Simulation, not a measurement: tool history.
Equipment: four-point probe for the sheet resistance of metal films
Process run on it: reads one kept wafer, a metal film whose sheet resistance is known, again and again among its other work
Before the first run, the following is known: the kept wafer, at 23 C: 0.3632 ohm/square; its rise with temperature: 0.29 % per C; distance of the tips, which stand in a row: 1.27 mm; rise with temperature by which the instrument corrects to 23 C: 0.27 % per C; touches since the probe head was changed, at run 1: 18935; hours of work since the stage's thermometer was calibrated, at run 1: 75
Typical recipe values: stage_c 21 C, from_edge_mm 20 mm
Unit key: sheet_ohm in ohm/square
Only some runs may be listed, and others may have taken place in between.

| run | hour | stage_c | from_edge_mm | touches since the probe head was changed | hours of work since the stage's thermometer was calibrated | sheet_ohm |
|---|---|---|---|---|---|---|
| 1 | 0.0 | 21 | 20 | 18935 | 75 | 0.365678 |
| 2 | 25.1 | 27 | 20 | 19975 | 88 | 0.366122 |
| 3 | 50.7 | 27 | 20 | 21035 | 101 | 0.366159 |
| 4 | 76.6 | 27 | 20 | 22108 | 115 | 0.366087 |
| 5 | 106.2 | 27 | 20 | 23333 | 131 | 0.366283 |
| 6 | 138.2 | 27 | 20 | 24658 | 148 | 0.366337 |
| 7 | 174.2 | 27 | 20 | 26145 | 167 | 0.366420 |
| 8 | 199.0 | 27 | 8 | 27174 | 180 | 0.370552 |
| 9 | 228.0 | 27 | 8 | 28374 | 195 | 0.370672 |
| 10 | 252.9 | 21 | 49 | 29406 | 208 | 0.365471 |
| 11 | 287.8 | 21 | 49 | 30848 | 227 | 0.365401 |
|  | 291.9 | stage's thermometer calibrated |
| 12 | 325.0 | 29 | 20 | 32370 | 18 | 0.366465 |
| 13 | 355.8 | 29 | 20 | 33647 | 34 | 0.366656 |
| 14 | 384.7 | 29 | 20 | 34842 | 49 | 0.366738 |
| 15 | 420.8 | 29 | 20 | 36337 | 68 | 0.366801 |
| 16 | 445.9 | 21 | 66 | 37373 | 81 | 0.365366 |
| 17 | 474.6 | 21 | 66 | 38565 | 97 | 0.365483 |
| 18 | 512.0 | 21 | 66 | 40110 | 116 | 0.365549 |
|  | 529.2 | stage's thermometer calibrated, once more |
| 19 | 545.7 | 18 | 30 | 41488 | 9 | 0.365541 |
| 20 | 572.0 | 18 | 30 | 42574 | 23 | 0.365667 |
| 21 | 593.6 | 18 | 30 | 43470 | 34 | 0.365650 |
| 22 | 626.6 | 26 | 20 | 44834 | 52 | 0.366750 |
| 23 | 660.7 | 21 | 64 | 46246 | 70 | 0.365704 |
| 24 | 692.8 | 20 | 22 | 47575 | 87 | 0.366270 |
| 25 | 716.8 | 30 | 41 | 48571 | 99 | 0.366447 |
| 26 | 747.3 | 21 | 12 | 49834 | 115 | 0.367888 |
| 27 | 779.1 | 34 | 12 | 51151 | 132 | 0.368817 |
| 28 | 795.2 | 25 | 3 | 51816 | 141 | 0.397948 |
| 29 | 832.6 | 28 | 22 | 53364 | 161 | 0.366927 |
| 30 | 851.6 | 24 | 4 | 54149 | 171 | 0.384897 |
| 31 | 873.9 | 19 | 23 | 55073 | 182 | 0.366409 |
| 32 | 913.3 | 23 | 7 | 56707 | 203 | 0.372350 |
| 33 | 941.6 | 23 | 7 | 57879 | 218 | 0.372405 |
| 34 | 969.6 | 21 | 32 | 59036 | 233 | 0.366242 |
| 35 | 988.7 | 28 | 6 | 59826 | 243 | 0.375091 |
| 36 | 1021.2 | 34 | 29 | 61173 | 260 | 0.367279 |

Forecast each of these 5 alternatives for the next run:
| A | 1056.3 | 19 | 5 | 62626 | 279 | ? |
| B | 1056.3 | 20 | 72 | 62626 | 279 | ? |
| C | 1056.3 | 19 | 9 | 62626 | 279 | ? |
| D | 1056.3 | 34 | 5 | 62626 | 279 | ? |
| E | 1056.3 | 19 | 20 | 62626 | 279 | ? |

| run | sheet_ohm |
|---|---|
| A | 0.378215 |
| B | 0.365990 |
| C | 0.369828 |
| D | 0.379215 |
| E | 0.366875 |
Had the tool no hidden state, the same runs would have come out as:
| run | sheet_ohm |
|---|---|
| A | 0.375129 |
| B | 0.362995 |
| C | 0.366804 |
| D | 0.376113 |
| E | 0.363874 |
